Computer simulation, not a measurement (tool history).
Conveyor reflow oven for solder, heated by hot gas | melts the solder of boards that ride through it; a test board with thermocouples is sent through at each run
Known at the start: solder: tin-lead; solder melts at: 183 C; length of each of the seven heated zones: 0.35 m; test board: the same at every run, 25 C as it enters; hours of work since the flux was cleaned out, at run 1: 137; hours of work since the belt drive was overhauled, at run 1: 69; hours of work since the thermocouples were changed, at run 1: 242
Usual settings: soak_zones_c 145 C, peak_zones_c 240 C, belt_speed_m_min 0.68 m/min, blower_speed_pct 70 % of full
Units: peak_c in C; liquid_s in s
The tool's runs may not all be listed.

run	hour	soak_zones_c	peak_zones_c	belt_speed_m_min	blower_speed_pct	hours of work since the flux was cleaned out	hours of work since the belt drive was overhauled	hours of work since the thermocouples were changed	peak_c	liquid_s
1	0	145	240	0.68	70	137	69	242	217.8	47.87
2	22.3	145	240	0.68	70	149	81	254	218.2	47.97
3	40.3	145	240	0.68	70	159	91	264	217.9	47.96
4	53.6	145	240	0.68	70	166	98	271	218	47.86
5	73.9	145	240	0.68	70	177	109	282	218	47.87
6	92	145	240	0.68	70	186	118	291	218.2	48.08
7	108.3	145	240	0.68	70	195	127	300	218	48.04
8	122.6	145	240	0.661	70	203	135	308	218.9	50.14
9	140.3	145	240	0.661	70	212	144	317	219.2	50.16
10	151.4	145	240	0.661	70	218	150	323	219.3	49.9

Run 11 comes next. What will it give?
11	168.1	145	234	0.548	55	227	159	332	?	?

Run 11 gave peak_c 217.3 C, liquid_s 59.82 s.
Without the tool's hidden state the same run would have given peak_c 217.4 C, liquid_s 59.88 s.
